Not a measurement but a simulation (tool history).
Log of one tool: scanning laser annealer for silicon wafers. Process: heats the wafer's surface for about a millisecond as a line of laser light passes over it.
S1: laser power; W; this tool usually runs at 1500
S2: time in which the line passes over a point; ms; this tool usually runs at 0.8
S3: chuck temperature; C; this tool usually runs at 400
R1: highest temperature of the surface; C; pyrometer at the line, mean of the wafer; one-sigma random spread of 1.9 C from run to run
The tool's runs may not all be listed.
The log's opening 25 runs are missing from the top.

run	hour	S1	S2	S3	R1
26	245.4	1411	0.938	376	1150
27	250.8	1411	0.938	376	1152
28	262.1	1411	0.938	376	1150
29	269.5	1411	0.938	376	1151
30	278	1411	0.58	419	1017
31	289	1500	0.845	373	1164
32	300.2	1500	0.845	434	1228
33	307.7	1593	0.711	405	1186
34	318	1638	0.8	392	1262
35	327.5	1638	0.8	392	1257
36	335.9	1638	0.8	392	1255
37	345.3	1638	0.626	385	1144
38	357.6	1638	0.626	385	1145
39	364.3	1500	0.8	412	1184
40	377	1500	0.736	421	1158

Branching from run 40: 5 alternative next runs. What would each branch give?
A	385.8	1500	0.8	401	?
B	385.8	1429	0.8	400	?
C	385.8	1382	0.827	395	?
D	385.8	1500	0.648	377	?
E	385.8	1545	0.767	395	?

run	R1
A	1174
B	1121
C	1099
D	1064
E	1179
Without the tool's unlogged condition, the same runs would have read:
run	R1
A	1175
B	1122
C	1099
D	1064
E	1179
